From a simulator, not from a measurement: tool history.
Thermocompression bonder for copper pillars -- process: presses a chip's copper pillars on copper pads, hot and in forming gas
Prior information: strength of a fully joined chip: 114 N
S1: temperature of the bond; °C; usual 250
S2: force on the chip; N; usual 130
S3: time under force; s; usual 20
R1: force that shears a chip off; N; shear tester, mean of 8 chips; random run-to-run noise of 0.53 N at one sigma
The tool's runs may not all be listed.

run 1 day=0.000 | S1=250 S2=130 S3=20 | R1=77.1
run 2 day=1.008 | S1=250 S2=130 S3=20 | R1=77.0
run 3 day=2.138 | S1=250 S2=130 S3=20 | R1=77.4
run 4 day=3.083 | S1=250 S2=130 S3=20 | R1=76.5
run 5 day=4.421 | S1=250 S2=130 S3=20 | R1=77.8
run 6 day=5.512 | S1=250 S2=130 S3=20 | R1=77.1
run 7 day=6.554 | S1=250 S2=130 S3=20 | R1=77.1
run 8 day=8.092 | S1=250 S2=130 S3=20 | R1=76.6
run 9 day=9.379 | S1=250 S2=130 S3=20 | R1=76.1
run 10 day=10.692 | S1=250 S2=130 S3=20 | R1=76.4
run 11 day=12.112 | S1=250 S2=130 S3=20 | R1=76.4
run 12 day=12.925 | S1=250 S2=110 S3=20 | R1=67.6
-- day=13.133 forming gas filter changed
run 13 day=14.529 | S1=250 S2=110 S3=20 | R1=67.8
run 14 day=15.854 | S1=255 S2=172 S3=20 | R1=94.1
run 15 day=16.588 | S1=251 S2=172 S3=20 | R1=91.4
run 16 day=17.808 | S1=236 S2=118 S3=35 | R1=72.0
run 17 day=18.562 | S1=236 S2=82 S3=11 | R1=33.8
run 18 day=19.450 | S1=236 S2=82 S3=11 | R1=33.7
run 19 day=20.171 | S1=271 S2=194 S3=24 | R1=107.7
run 20 day=21.779 | S1=250 S2=171 S3=18 | R1=88.5
run 21 day=22.600 | S1=247 S2=134 S3=11 | R1=64.5
run 22 day=23.458 | S1=256 S2=130 S3=27 | R1=86.9
run 23 day=24.825 | S1=223 S2=152 S3=27 | R1=69.1
run 24 day=25.492 | S1=279 S2=158 S3=14 | R1=99.5
run 25 day=26.267 | S1=279 S2=105 S3=14 | R1=79.6
run 26 day=27.554 | S1=279 S2=105 S3=14 | R1=79.5

Forecast each of these 5 alternatives for the next run:
run A day=28.800 | S1=250 S2=179 S3=20 | R1=?
run B day=28.800 | S1=232 S2=134 S3=25 | R1=?
run C day=28.800 | S1=263 S2=130 S3=20 | R1=?
run D day=28.800 | S1=250 S2=104 S3=20 | R1=?
run E day=28.800 | S1=244 S2=105 S3=40 | R1=?

run=A R1=93.3
run=B R1=68.9
run=C R1=87.5
run=D R1=65.9
run=E R1=75.9
With no hidden state in the tool, these same runs would have given:
run=A R1=93.5
run=B R1=69.0
run=C R1=87.7
run=D R1=66.0
run=E R1=76.0

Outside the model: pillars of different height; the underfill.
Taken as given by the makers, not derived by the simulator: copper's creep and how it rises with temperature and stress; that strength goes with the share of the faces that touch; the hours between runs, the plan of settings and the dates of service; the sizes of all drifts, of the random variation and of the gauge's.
